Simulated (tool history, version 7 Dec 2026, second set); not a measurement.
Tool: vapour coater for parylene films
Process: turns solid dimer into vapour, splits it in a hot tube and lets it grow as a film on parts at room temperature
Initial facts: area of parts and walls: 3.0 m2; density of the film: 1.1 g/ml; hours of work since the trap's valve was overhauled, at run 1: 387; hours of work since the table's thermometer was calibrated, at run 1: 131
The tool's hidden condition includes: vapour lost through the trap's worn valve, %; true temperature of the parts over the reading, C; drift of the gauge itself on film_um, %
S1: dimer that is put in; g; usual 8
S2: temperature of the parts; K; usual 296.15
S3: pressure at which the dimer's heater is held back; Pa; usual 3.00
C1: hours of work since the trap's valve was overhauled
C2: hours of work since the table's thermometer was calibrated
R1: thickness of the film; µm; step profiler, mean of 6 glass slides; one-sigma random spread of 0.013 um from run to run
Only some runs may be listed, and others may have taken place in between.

run,hour,S1,S2,S3,C1,C2,R1
1,0.0,8,296.15,3.00,387,131,1.20
2,15.7,8,296.15,3.00,395,139,1.19
3,33.2,8,296.15,3.00,403,147,1.20
4,59.8,8,296.15,3.00,416,160,1.20
5,78.8,8,296.15,3.00,425,170,1.21
6,90.3,8,296.15,3.00,431,175,1.20
7,117.4,8,296.15,3.00,444,188,1.19
8,143.8,8,296.15,3.00,457,201,1.20
9,161.6,8,296.15,2.25,465,210,1.20
10,189.1,8,296.15,3.00,479,223,1.18
11,212.7,8,296.15,3.00,490,235,1.18
12,225.7,8,295.15,3.00,497,241,1.22
13,240.0,8,295.15,3.00,504,248,1.22
14,266.7,8,296.15,3.00,517,261,1.19
15,281.2,8,296.15,3.00,524,268,1.19
16,308.0,8,296.15,3.00,537,281,1.13
17,323.9,3,296.15,3.00,544,289,0.44
18,346.8,3,296.15,3.00,555,300,0.44
19,363.6,3,296.15,4.05,564,308,0.44
20,389.3,8,296.15,3.00,576,321,1.18
# hour 410.2: trap's valve overhauled
21,412.1,8,296.15,3.00,1,330,1.25
22,437.5,6,296.15,5.36,13,342,0.87
23,464.8,11,296.15,6.79,27,355,1.57
24,492.1,11,296.15,6.79,40,369,1.57
25,505.4,4,306.15,9.86,46,375,0.40
26,524.9,11,294.15,3.00,56,385,1.81
27,538.1,8,294.15,3.27,62,391,1.30
28,550.7,8,294.15,3.27,68,397,1.28
29,576.7,10,301.15,5.72,81,410,1.21

Forecast run 30:
30,596.5,10,301.15,5.72,91,419,?

R1: 1.22 µm
With the hidden condition absent and the run-to-run variation left alone, this run would have shown R1 1.25 µm.

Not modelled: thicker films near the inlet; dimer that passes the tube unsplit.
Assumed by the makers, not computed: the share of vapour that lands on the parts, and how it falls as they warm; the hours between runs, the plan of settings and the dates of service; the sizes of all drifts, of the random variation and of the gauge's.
